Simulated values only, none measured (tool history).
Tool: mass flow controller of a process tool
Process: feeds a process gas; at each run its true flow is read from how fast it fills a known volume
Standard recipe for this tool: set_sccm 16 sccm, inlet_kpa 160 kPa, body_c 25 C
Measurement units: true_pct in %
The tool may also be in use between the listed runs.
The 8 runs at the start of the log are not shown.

| run | day | set_sccm | inlet_kpa | body_c | true_pct |
|---|---|---|---|---|---|
| 9 | 26.975 | 16 | 160 | 25 | 100.71 |
| 10 | 29.133 | 16 | 153 | 25 | 100.67 |
| 11 | 33.696 | 16 | 153 | 25 | 100.75 |
| 12 | 38.329 | 16 | 174 | 25 | 100.69 |
| 13 | 42.004 | 16 | 174 | 25 | 100.77 |
| 14 | 45.929 | 16 | 160 | 25 | 100.83 |
| 15 | 49.721 | 16 | 160 | 25 | 100.69 |
| 16 | 52.125 | 16 | 215 | 25 | 100.82 |
| 17 | 55.938 | 16 | 215 | 25 | 100.92 |
| 18 | 59.158 | 16 | 215 | 25 | 100.81 |
| 19 | 63.267 | 16 | 215 | 25 | 101.02 |
| 20 | 67.875 | 16 | 160 | 32 | 101.42 |
| 21 | 71.950 | 16 | 166 | 32 | 101.40 |
| 22 | 74.338 | 16 | 166 | 32 | 101.53 |
| 23 | 78.117 | 16 | 160 | 22 | 100.72 |
| 24 | 81.142 | 16 | 160 | 22 | 100.70 |
| 25 | 84.217 | 16 | 227 | 22 | 100.76 |
| 26 | 86.858 | 5 | 209 | 36 | 99.97 |
| 27 | 91.338 | 2 | 160 | 26 | 97.29 |
| 28 | 94.896 | 3 | 160 | 25 | 98.07 |
| 29 | 99.342 | 3 | 255 | 35 | 98.97 |
| 30 | 101.450 | 7 | 201 | 37 | 100.36 |
| 31 | 106.012 | 7 | 200 | 22 | 99.31 |
| 32 | 109.367 | 3 | 234 | 25 | 98.28 |

What will run 33 give?
| 33 | 113.112 | 8 | 208 | 35 | ? |

true_pct: 100.55 %
Had the tool carried no hidden state, the very same run would have given true_pct 99.05 %.
